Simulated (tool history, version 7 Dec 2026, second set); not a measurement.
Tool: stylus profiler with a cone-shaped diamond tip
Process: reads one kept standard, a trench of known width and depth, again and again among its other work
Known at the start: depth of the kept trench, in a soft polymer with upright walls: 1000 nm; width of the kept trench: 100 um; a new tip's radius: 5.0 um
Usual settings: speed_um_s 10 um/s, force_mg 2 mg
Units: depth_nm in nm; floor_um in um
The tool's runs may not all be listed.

run     day  speed_um_s  force_mg  depth_nm  floor_um
  1       0          10         2   1011.01     92.81
  2   1.004          10         2   1010.84     92.81
  3   1.938          10      0.94   1006.31     92.71
  4   2.817          10         2   1011.17     92.77
  5   4.125          34         2   1010.92     92.65
  6   4.996          34         2   1010.98     92.61
  7   6.188          34         2   1010.84      92.6
  8   7.271          34      1.89   1009.83     92.59
  9     8.2          22      1.89   1010.63     92.59
 10   9.283          22      1.89   1010.47     92.56
 11  10.108          22      1.89   1010.05     92.55
 12  10.712          10         2   1011.23     92.54
 13  11.325          10         2   1011.01     92.58
 14  12.008          10         2   1010.63     92.56
 15  12.738          10         2   1010.56     92.55
 16  13.442          10         2    1010.5     92.52
 17  14.438          11         2   1010.63     92.49
 18  15.496          11         2   1010.58     92.47
 19  16.208          10      1.66   1008.99     92.44
 20  17.404           3      2.88   1013.41     92.41
 21  18.562           3      2.88   1013.79     92.46
 22  19.667          19      1.21   1006.47     92.36
 23  20.304          12      0.88    1004.8     92.32
 24  21.412          12      0.88   1004.43     92.33
 25  22.146          12       3.2      1015     92.44
 26  23.204          12       3.2   1014.76     92.34
 27  23.846           9         4   1017.97     92.37
 28  25.083          30         2    1010.1      92.2
 29  25.788          31       2.8   1013.12     92.24
 30  27.038          24      1.57   1007.92     92.25
 31  27.592          24      1.57   1007.59     92.29
 32  28.683          24      1.57   1007.72      92.2
 33  29.375          13      1.49   1007.58     92.19
 34  30.683           6      4.16   1017.93      92.2

The same runs without the tool's hidden state, with the same run-to-run variation:
The hidden state here: radius of the tip, um; height scale over the true one, %; drift of the gauge itself on depth_nm, %; drift of the gauge itself on floor_um, %.
run  depth_nm  floor_um
  1   1012.91     94.01
  2   1012.77     94.03
  3   1008.28     93.94
  4   1013.19     94.02
  5      1013     93.94
  6    1013.1      93.9
  7   1013.01     93.92
  8   1012.05     93.93
  9    1012.9     93.96
 10   1012.79     93.94
 11   1012.41     93.96
 12   1013.62     93.95
 13   1013.44     94.01
 14   1013.08        94
 15   1013.04        94
 16   1013.02     93.98
 17    1013.2     93.98
 18   1013.19     93.97
 19   1011.63     93.96
 20   1016.11     93.96
 21   1016.55     94.03
 22   1009.25     93.95
 23   1007.61     93.92
 24    1007.3     93.96
 25   1017.93     94.08
 26   1017.74        94
 27   1020.99     94.04
 28   1013.15     93.89
 29   1016.22     93.95
 30   1011.06     93.98
 31   1010.75     94.03
 32   1010.94     93.96
 33   1010.83     93.97
 34   1021.27        94

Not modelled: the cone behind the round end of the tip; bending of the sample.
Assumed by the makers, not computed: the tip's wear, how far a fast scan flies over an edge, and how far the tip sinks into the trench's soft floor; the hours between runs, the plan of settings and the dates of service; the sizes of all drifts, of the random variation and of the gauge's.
